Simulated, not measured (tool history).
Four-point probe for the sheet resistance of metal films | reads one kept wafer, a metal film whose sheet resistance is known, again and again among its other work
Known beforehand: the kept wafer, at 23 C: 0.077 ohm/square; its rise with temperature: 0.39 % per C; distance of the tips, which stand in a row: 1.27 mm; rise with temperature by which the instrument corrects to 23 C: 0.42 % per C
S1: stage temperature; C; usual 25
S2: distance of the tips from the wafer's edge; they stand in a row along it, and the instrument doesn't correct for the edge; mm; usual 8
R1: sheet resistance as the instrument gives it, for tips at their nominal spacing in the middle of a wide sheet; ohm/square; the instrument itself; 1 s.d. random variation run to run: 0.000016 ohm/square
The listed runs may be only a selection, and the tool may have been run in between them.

run 1 hour=0 | S1=25 S2=8 | R1=0.078048
run 2 hour=10.1 | S1=25 S2=8 | R1=0.078072
run 3 hour=33.2 | S1=25 S2=8 | R1=0.07803
run 4 hour=44.2 | S1=25 S2=8 | R1=0.078032
run 5 hour=63.7 | S1=31 S2=8 | R1=0.077891
run 6 hour=76.4 | S1=25 S2=19 | R1=0.077203
run 7 hour=86 | S1=19 S2=46 | R1=0.077168
-- hour=88.2 stage's thermometer calibrated
run 8 hour=99.7 | S1=19 S2=46 | R1=0.077188

The next listed run, before its measurement:
run 9 hour=113.5 | S1=35 S2=15 | R1=?

Run 9 measured R1 0.077072 ohm/square.
With the hidden condition absent and the run-to-run variation left alone, this run would have shown R1 0.077019 ohm/square.

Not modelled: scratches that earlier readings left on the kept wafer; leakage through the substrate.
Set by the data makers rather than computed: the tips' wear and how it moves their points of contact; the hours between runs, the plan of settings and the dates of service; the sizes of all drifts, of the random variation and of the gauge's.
